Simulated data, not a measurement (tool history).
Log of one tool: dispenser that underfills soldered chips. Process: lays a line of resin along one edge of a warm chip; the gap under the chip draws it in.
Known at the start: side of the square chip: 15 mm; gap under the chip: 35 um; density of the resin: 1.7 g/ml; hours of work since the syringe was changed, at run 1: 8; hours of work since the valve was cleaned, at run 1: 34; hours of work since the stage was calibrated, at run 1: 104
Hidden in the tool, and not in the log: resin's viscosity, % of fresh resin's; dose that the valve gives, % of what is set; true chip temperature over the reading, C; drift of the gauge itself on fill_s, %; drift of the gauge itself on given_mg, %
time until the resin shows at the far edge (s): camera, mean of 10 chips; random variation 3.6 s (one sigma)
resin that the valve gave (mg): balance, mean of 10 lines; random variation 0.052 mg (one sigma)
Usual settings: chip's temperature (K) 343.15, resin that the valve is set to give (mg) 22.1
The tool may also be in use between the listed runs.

run	hour	chip's temperature (K)	resin that the valve is set to give (mg)	hours of work since the syringe was changed	hours of work since the valve was cleaned	hours of work since the stage was calibrated	time until the resin shows at the far edge (s)	resin that the valve gave (mg)
1	0.0	343.15	22.1	8	34	104	573.4	21.73
# hour 3.9: new syringe of resin
2	9.3	343.15	22.1	4	41	111	444.0	21.78
# hour 17.7: new syringe of resin
3	18.2	343.15	22.1	0	48	118	353.5	21.77
4	27.6	343.15	22.1	8	55	125	559.1	21.68
# hour 32.2: new syringe of resin
5	36.5	343.15	24.8	3	62	132	420.9	24.23
6	44.6	343.15	24.8	10	68	138	637.1	24.25
# hour 46.5: new syringe of resin
7	52.6	343.15	24.8	5	74	144	454.3	24.27
# hour 60.5: new syringe of resin
8	61.8	343.15	24.8	1	81	151	370.8	24.16
9	67.8	343.15	24.8	6	85	156	499.3	24.06
10	73.7	343.15	24.8	10	90	160	642.3	23.98
# hour 74.4: new syringe of resin
# hour 76.5: dispensing valve cleaned and set on the balance
11	79.4	343.15	24.8	3	2	164	406.4	24.75
12	85.4	343.15	24.8	8	7	168	549.8	24.69
# hour 89.8: new syringe of resin
13	92.3	343.15	18.9	2	12	173	402.2	18.83
14	99.7	343.15	22.4	8	18	179	556.2	22.17
# hour 103.8: new syringe of resin
15	107.6	343.15	22.4	3	24	185	401.5	22.17
16	113.3	343.15	22.4	7	28	189	527.3	22.10
# hour 117.8: new syringe of resin
17	119.4	343.15	22.4	1	32	194	377.3	22.13
18	127.4	337.15	19.7	7	39	200	736.8	19.45
# hour 131.9: new syringe of resin
19	132.9	343.15	18.9	1	43	204	375.8	18.56
20	139.9	343.15	18.9	6	48	209	507.8	18.54
# hour 146.3: new syringe of resin
21	149.2	343.15	18.9	2	55	216	403.2	18.44
22	156.2	343.15	18.9	8	60	222	567.0	18.44
# hour 160.2: new syringe of resin
23	162.3	345.15	26.6	2	65	226	339.2	25.98
24	171.2	354.15	22.1	8	72	233	370.0	21.46
# hour 174.5: new syringe of resin
25	180.8	354.15	22.2	5	79	240	291.1	21.54
26	186.8	329.15	19.9	9	84	245	1204.7	19.32
# hour 188.8: new syringe of resin
27	192.1	332.15	21.5	3	87	249	664.2	20.80
# hour 197.8: dispensing valve cleaned and set on the balance
28	201.3	349.15	20.2	9	3	255	474.9	20.08
# hour 203.6: new syringe of resin
29	208.5	335.15	18.9	4	8	261	639.9	18.82
30	216.3	335.15	18.9	10	14	267	935.2	18.79
# hour 218.0: new syringe of resin
31	224.5	335.15	18.9	5	20	273	693.6	18.72
# hour 231.8: new syringe of resin
32	231.8	352.15	23.1	0	26	278	229.4	22.89
33	239.2	352.15	23.1	6	31	284	330.9	22.82
# hour 246.0: new syringe of resin
34	247.3	352.15	23.1	1	37	290	243.6	22.71

Forecast each of these 4 alternatives for the next run:
A	252.9	338.15	20.6	5	42	294	?	?
B	252.9	353.15	23.2	5	42	294	?	?
C	252.9	357.15	21.5	5	42	294	?	?
D	252.9	330.15	23.1	5	42	294	?	?

run	time until the resin shows at the far edge (s)	resin that the valve gave (mg)
A	587.2	20.31
B	309.6	22.84
C	265.1	21.05
D	854.8	22.73
Without the tool's hidden state the same runs would have given:
run	time until the resin shows at the far edge (s)	resin that the valve gave (mg)
A	442.4	20.66
B	232.6	23.24
C	198.7	21.42
D	646.6	23.13
